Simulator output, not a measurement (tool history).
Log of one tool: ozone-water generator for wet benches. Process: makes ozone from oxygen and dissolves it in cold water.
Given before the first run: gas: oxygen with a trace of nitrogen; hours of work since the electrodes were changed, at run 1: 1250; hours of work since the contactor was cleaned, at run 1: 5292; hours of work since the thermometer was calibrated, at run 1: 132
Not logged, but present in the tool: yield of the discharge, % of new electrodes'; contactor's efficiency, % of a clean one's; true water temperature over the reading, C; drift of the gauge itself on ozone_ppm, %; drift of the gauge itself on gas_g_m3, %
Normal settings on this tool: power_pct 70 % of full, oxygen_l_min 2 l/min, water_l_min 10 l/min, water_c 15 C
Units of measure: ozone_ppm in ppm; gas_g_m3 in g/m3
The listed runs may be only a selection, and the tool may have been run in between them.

run,day,power_pct,oxygen_l_min,water_l_min,water_c,hours of work since the electrodes were changed,hours of work since the contactor was cleaned,hours of work since the thermometer was calibrated,ozone_ppm,gas_g_m3
1,0,70,2,10,15,1250,5292,132,18.2,222.2
2,3.779,75,2,10,15,1329,5372,211,19.2,233
3,8.021,75,2,10,15,1418,5461,300,19.1,231.4
4,11.025,72,2,10,15,1481,5524,363,18.6,223
5,16.158,72,2,10,15,1589,5631,471,18.4,224.8
6,19.775,72,2,10,15,1664,5707,547,18.3,221.8
7,24.721,70,2,10,15,1768,5811,651,18.2,217.8
8,28.296,70,2,10,15,1843,5886,726,17.8,219.9
9,33.162,70,1.09,10,15,1945,5988,828,17.1,323.8
10,36.317,70,1.09,10,15,2012,6054,894,17.2,326.6
11,38.538,70,1.09,10,15,2058,6101,941,17.7,326.4
12,41.879,50,2,14,15,2128,6171,1011,9.5,166.3
13,44.521,50,2,14,12,2184,6227,1066,9.6,164.7
14,47.546,70,1.39,10,19,2247,6290,1130,16.8,276.9
15,51.65,89,2.38,12,7,2333,6376,1216,19.2,232.2
16,54.288,89,3.57,12,11,2389,6432,1271,18.1,174.7
17,57.504,88,2,10,15,2456,6499,1339,21.1,255.9
18,62.321,89,2.32,10,19,2557,6600,1440,19.7,234.3
19,65.117,89,2.32,10,19,2616,6659,1499,20,235.2
20,68.125,89,2.32,10,19,2679,6722,1562,20,231
21,72.808,89,2.32,10,19,2777,6820,1660,20,232.6

Forecast each of these 4 alternatives for the next run:
A,77.088,41,2.15,10,19,2867,6910,1750,?,?
B,77.088,50,2,10,13,2867,6910,1750,?,?
C,77.088,70,2,7,15,2867,6910,1750,?,?
D,77.088,91,1.14,13,15,2867,6910,1750,?,?

run,ozone_ppm,gas_g_m3
A,11.3,134.7
B,13.9,166.5
C,24.5,211.3
D,15.1,379.3
Take away the tool's hidden state, keep each run's random variation, and the runs would have read:
run,ozone_ppm,gas_g_m3
A,12.1,140
B,15.1,174.8
C,27,225.8
D,17.1,410.8

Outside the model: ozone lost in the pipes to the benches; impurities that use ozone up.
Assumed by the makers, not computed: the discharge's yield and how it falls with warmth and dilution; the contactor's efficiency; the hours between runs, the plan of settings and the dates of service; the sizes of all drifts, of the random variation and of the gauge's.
